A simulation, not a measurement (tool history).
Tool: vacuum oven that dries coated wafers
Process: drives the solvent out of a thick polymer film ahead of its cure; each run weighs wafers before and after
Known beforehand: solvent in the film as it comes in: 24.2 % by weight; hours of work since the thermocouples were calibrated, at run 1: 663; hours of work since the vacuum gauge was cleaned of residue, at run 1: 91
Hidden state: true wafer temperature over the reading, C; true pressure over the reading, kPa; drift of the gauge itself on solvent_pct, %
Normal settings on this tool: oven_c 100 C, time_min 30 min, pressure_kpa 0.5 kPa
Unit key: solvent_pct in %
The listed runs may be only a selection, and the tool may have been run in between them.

run	hour	oven_c	time_min	pressure_kpa	hours of work since the thermocouples were calibrated	hours of work since the vacuum gauge was cleaned of residue	solvent_pct
1	0	100	30	0.5	663	91	1.53
2	17.6	100	30	0.794	670	98	1.73
3	45.2	100	30	0.5	682	110	1.58
4	76.5	100	30	0.5	695	123	1.58
5	93.1	100	30	0.5	702	130	1.64
6	113.1	100	30	0.54	710	138	1.63
7	141.2	100	30	0.274	722	150	1.42
8	174.2	100	30	0.274	736	164	1.39
9	198.8	100	30	0.274	746	175	1.45
10	221.5	100	30	0.274	756	184	1.49
11	241.6	100	30	0.5	764	193	1.62
12	276.8	100	30	0.544	779	207	1.6
13	294.1	100	30	0.373	787	215	1.5
14	314.5	100	30	0.5	795	223	1.53
15	337.7	100	30	0.5	805	233	1.62
16	366.6	100	30	0.5	817	245	1.54
17	396.5	100	30	0.5	830	258	1.49
18	414.5	100	30	0.5	837	265	1.61
19	440.7	100	50	0.5	848	276	0.51
20	464.8	103	48	0.357	859	287	0.34
21	501.3	103	48	0.357	874	302	0.29
22	519.5	103	48	0.357	882	310	0.34
# hour 523.1: oven's thermocouples calibrated
23	549.5	103	48	0.357	11	321	0.32
24	581.9	103	48	0.357	25	335	0.28
25	617.7	87	23	0.49	40	350	8.07
26	654	87	23	0.49	55	366	7.97

Estimate the outcome of run 27 from the log above:
# hour 671: oven's thermocouples calibrated, once more
27	681.7	100	17	0.5	5	376	?

Run 27 produced solvent_pct 4.89 %.
Minus the tool's unlogged condition, the same run would have read solvent_pct 4.95 %.
